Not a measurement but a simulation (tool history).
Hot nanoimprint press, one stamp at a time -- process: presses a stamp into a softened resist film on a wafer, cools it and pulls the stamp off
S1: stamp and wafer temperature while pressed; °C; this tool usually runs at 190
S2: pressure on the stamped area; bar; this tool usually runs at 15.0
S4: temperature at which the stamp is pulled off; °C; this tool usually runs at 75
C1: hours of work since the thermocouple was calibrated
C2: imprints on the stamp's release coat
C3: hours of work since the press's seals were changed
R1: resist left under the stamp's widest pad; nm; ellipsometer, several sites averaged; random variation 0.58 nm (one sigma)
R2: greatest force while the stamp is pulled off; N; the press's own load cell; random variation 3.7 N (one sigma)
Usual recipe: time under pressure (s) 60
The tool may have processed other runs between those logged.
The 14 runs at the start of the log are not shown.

Run 15, hour 1014.7: usual settings but S4 83 °C; C1 275; C2 584; C3 792. Result: R1 139.1 nm, R2 160 N.
At hour 1081.8: press's hydraulic seals changed and the load cell set to zero.
Run 16, hour 1092.0: usual settings but S4 83 °C; C1 304; C2 710; C3 4. Result: R1 137.3 nm, R2 158 N.
Run 17, hour 1181.0: usual settings but S1 180 °C, time under pressure (s) 78, S4 79 °C; C1 340; C2 872; C3 41. Result: R1 176.0 nm, R2 169 N.
At hour 1247.1: stamp cleaned and given a new release coat.
Run 18, hour 1259.8: usual settings but time under pressure (s) 57; C1 370; C2 23; C3 70. Result: R1 140.7 nm, R2 181 N.
Run 19, hour 1347.8: usual settings but time under pressure (s) 57; C1 406; C2 183; C3 106. Result: R1 140.2 nm, R2 176 N.
Run 20, hour 1406.0: usual settings but S2 14.0 bar, time under pressure (s) 73; C1 430; C2 289; C3 130. Result: R1 131.9 nm, R2 187 N.
At hour 1477.3: gauge calibrated.
Run 21, hour 1477.3: usual settings but S1 182 °C; C1 459; C2 419; C3 159. Result: R1 183.7 nm, R2 182 N.
Run 22, hour 1568.3: usual settings but S1 182 °C, time under pressure (s) 89, S4 81 °C; C1 496; C2 584; C3 197. Result: R1 157.6 nm, R2 167 N.
At hour 1625.3: plate thermocouple calibrated.
Run 23, hour 1668.9: usual settings but S1 198 °C, S2 22.2 bar, time under pressure (s) 47, S4 66 °C; C1 18; C2 761; C3 237. Result: R1 96.9 nm, R2 210 N.
Run 24, hour 1746.6: usual settings but S4 82 °C; C1 50; C2 903; C3 268. Result: R1 140.4 nm, R2 163 N.
At hour 1792.7: stamp cleaned and given a new release coat.
Run 25, hour 1819.9: usual settings but S1 194 °C; C1 77; C2 49; C3 296. Result: R1 122.8 nm, R2 181 N.
Run 26, hour 1890.1: usual settings but S1 194 °C; C1 106; C2 177; C3 325. Result: R1 123.5 nm, R2 177 N.
Run 27, hour 1946.6: usual settings but S1 195 °C, time under pressure (s) 92; C1 129; C2 279; C3 348. Result: R1 100.1 nm, R2 176 N.
Run 28, hour 2039.7: usual settings but S1 195 °C, time under pressure (s) 92; C1 167; C2 449; C3 386. Result: R1 100.2 nm, R2 179 N.
Run 29, hour 2085.8: usual settings but S2 9.9 bar, time under pressure (s) 58, S4 74 °C; C1 186; C2 532; C3 405. Result: R1 172.9 nm, R2 184 N.
Run 30, hour 2159.4: usual settings but time under pressure (s) 120, S4 73 °C; C1 216; C2 666; C3 435. Result: R1 106.0 nm, R2 194 N.
Run 31, hour 2208.8: usual settings but S1 201 °C, S2 17.9 bar; C1 236; C2 756; C3 455. Result: R1 89.6 nm, R2 175 N.

Consider 3 possible next runs. They are alternatives, not a sequence: every one starts from the tool as it was left by run 31. What does each give?
Run A, hour 2304.4: usual settings but S2 20.6 bar, time under pressure (s) 31; C1 275; C2 930; C3 494. Result: R1 ?, R2 ?.
Run B, hour 2304.4: usual settings but S1 201 °C, S2 21.6 bar, S4 77 °C; C1 275; C2 930; C3 494. Result: R1 ?, R2 ?.
Run C, hour 2304.4: usual settings but S4 76 °C; C1 275; C2 930; C3 494. Result: R1 ?, R2 ?.

run     R1   R2
  A  152.8  183
  B   80.9  179
  C  139.2  177
Without the tool's unlogged condition, the same runs would have read:
run     R1   R2
  A  155.0  180
  B   82.1  176
  C  141.2  174
